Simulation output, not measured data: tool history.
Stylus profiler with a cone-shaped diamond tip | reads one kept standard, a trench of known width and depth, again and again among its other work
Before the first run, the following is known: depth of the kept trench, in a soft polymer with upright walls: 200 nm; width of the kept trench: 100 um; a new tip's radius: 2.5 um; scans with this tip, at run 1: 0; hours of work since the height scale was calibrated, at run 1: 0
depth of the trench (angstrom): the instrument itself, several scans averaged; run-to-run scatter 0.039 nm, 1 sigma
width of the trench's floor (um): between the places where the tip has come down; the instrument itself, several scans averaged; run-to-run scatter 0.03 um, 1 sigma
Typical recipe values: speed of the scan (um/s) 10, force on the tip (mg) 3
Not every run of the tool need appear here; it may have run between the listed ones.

| run | hour | speed of the scan (um/s) | force on the tip (mg) | scans with this tip | hours of work since the height scale was calibrated | depth of the trench (angstrom) | width of the trench's floor (um) |
|---|---|---|---|---|---|---|---|
| 1 | 0 | 10 | 3 | 0 | 0 | 2031.6 | 98.04 |
| 2 | 61.3 | 10 | 3 | 340 | 39 | 2032.3 | 97.9 |
| 3 | 136.6 | 10 | 3 | 757 | 86 | 2032 | 97.86 |
| 4 | 231.7 | 3 | 3 | 1285 | 146 | 2032.1 | 97.75 |
| 5 | 294.8 | 21 | 3 | 1635 | 186 | 2031.3 | 97.63 |
| 6 | 351.3 | 10 | 3 | 1948 | 222 | 2032.4 | 97.6 |
| 7 | 402.6 | 10 | 3 | 2233 | 254 | 2033.3 | 97.52 |
| 8 | 459.5 | 10 | 3.26 | 2548 | 290 | 2033.7 | 97.49 |
| 9 | 511.8 | 38 | 3 | 2838 | 323 | 2032.4 | 97.38 |
| 10 | 574.9 | 38 | 3 | 3188 | 363 | 2033.1 | 97.27 |
| 11 | 665 | 38 | 3 | 3688 | 419 | 2032.7 | 97.12 |
| 12 | 735 | 10 | 1.19 | 4076 | 463 | 2018.4 | 97.22 |
| 13 | 800.2 | 10 | 1.19 | 4438 | 505 | 2018.8 | 97.12 |
| 14 | 880 | 10 | 1.19 | 4881 | 555 | 2019.5 | 97.09 |
| 15 | 922 | 10 | 1.19 | 5113 | 581 | 2020.1 | 97.05 |
| 16 | 960.7 | 10 | 3 | 5328 | 606 | 2034.5 | 96.99 |
| 17 | 1031.9 | 10 | 3.25 | 5723 | 651 | 2035.2 | 97.01 |
| 18 | 1077.6 | 10 | 3.82 | 5976 | 680 | 2039.5 | 96.92 |
| 19 | 1165.6 | 10 | 1.12 | 6465 | 735 | 2018.7 | 96.83 |
| 20 | 1259.7 | 10 | 1.12 | 6987 | 794 | 2018.7 | 96.77 |
| 21 | 1298.5 | 10 | 4.46 | 7202 | 819 | 2044 | 96.8 |
| 22 | 1341.8 | 10 | 4.46 | 7442 | 846 | 2044.7 | 96.75 |
| 23 | 1414 | 10 | 3 | 7842 | 892 | 2034.8 | 96.62 |
| 24 | 1472.5 | 18 | 4.57 | 8167 | 929 | 2044.9 | 96.63 |
| 25 | 1521.5 | 7 | 2.62 | 8439 | 959 | 2032 | 96.49 |
| 26 | 1586.5 | 25 | 2.5 | 8799 | 1000 | 2030.6 | 96.42 |
| 27 | 1630.1 | 10 | 8.61 | 9041 | 1028 | 2067.3 | 96.53 |
| 28 | 1670.7 | 17 | 7.65 | 9266 | 1054 | 2062.3 | 96.44 |
| 29 | 1736.8 | 17 | 7.65 | 9633 | 1095 | 2063 | 96.43 |
| 30 | 1831.5 | 7 | 2.69 | 10158 | 1155 | 2033.6 | 96.4 |
|  | 1873.7 | new tip fitted, height scale calibrated |
| 31 | 1883.8 | 7 | 2.69 | 56 | 6 | 2030.7 | 98 |
| 32 | 1924.7 | 28 | 2.64 | 283 | 32 | 2030.5 | 97.91 |
| 33 | 2019.1 | 8 | 1.01 | 806 | 92 | 2016.7 | 97.79 |
| 34 | 2094.3 | 6 | 4.08 | 1224 | 139 | 2040.5 | 97.75 |
| 35 | 2189.1 | 6 | 4.08 | 1750 | 199 | 2040.7 | 97.69 |
| 36 | 2238.2 | 6 | 1.32 | 2022 | 230 | 2020.4 | 97.64 |
| 37 | 2304.3 | 2 | 2.42 | 2388 | 272 | 2028.8 | 97.55 |
| 38 | 2359 | 22 | 6.61 | 2692 | 306 | 2056.1 | 97.47 |
| 39 | 2428.6 | 22 | 6.61 | 3078 | 350 | 2055.6 | 97.33 |
| 40 | 2485 | 22 | 6.61 | 3391 | 386 | 2055.7 | 97.27 |
| 41 | 2548.8 | 22 | 6.61 | 3745 | 426 | 2056.3 | 97.22 |
| 42 | 2631.7 | 22 | 6.61 | 4205 | 478 | 2056.4 | 97.12 |
| 43 | 2720.7 | 22 | 6.61 | 4698 | 534 | 2056.8 | 97.07 |
| 44 | 2809.7 | 33 | 5.24 | 5192 | 590 | 2048.6 | 96.98 |
| 45 | 2853.5 | 5 | 3 | 5435 | 618 | 2035.4 | 97.01 |
| 46 | 2909.8 | 23 | 1.32 | 5747 | 653 | 2021.9 | 96.85 |

Consider 4 possible next runs. They are alternatives, not a sequence: every one starts from the tool as it was left by run 46. What does each give?
| A | 2986.9 | 6 | 4.61 | 6175 | 702 | ? | ? |
| B | 2986.9 | 11 | 6.59 | 6175 | 702 | ? | ? |
| C | 2986.9 | 2 | 5.45 | 6175 | 702 | ? | ? |
| D | 2986.9 | 9 | 2.89 | 6175 | 702 | ? | ? |

| run | depth of the trench (angstrom) | width of the trench's floor (um) |
|---|---|---|
| A | 2046 | 96.87 |
| B | 2056.9 | 96.9 |
| C | 2049.9 | 96.9 |
| D | 2034.4 | 96.87 |
The same runs, with their run-to-run variation unchanged, on a tool lacking any hidden condition would have given:
| run | depth of the trench (angstrom) | width of the trench's floor (um) |
|---|---|---|
| A | 2042.1 | 98.02 |
| B | 2053 | 98.05 |
| C | 2046 | 98.05 |
| D | 2030.5 | 98.02 |
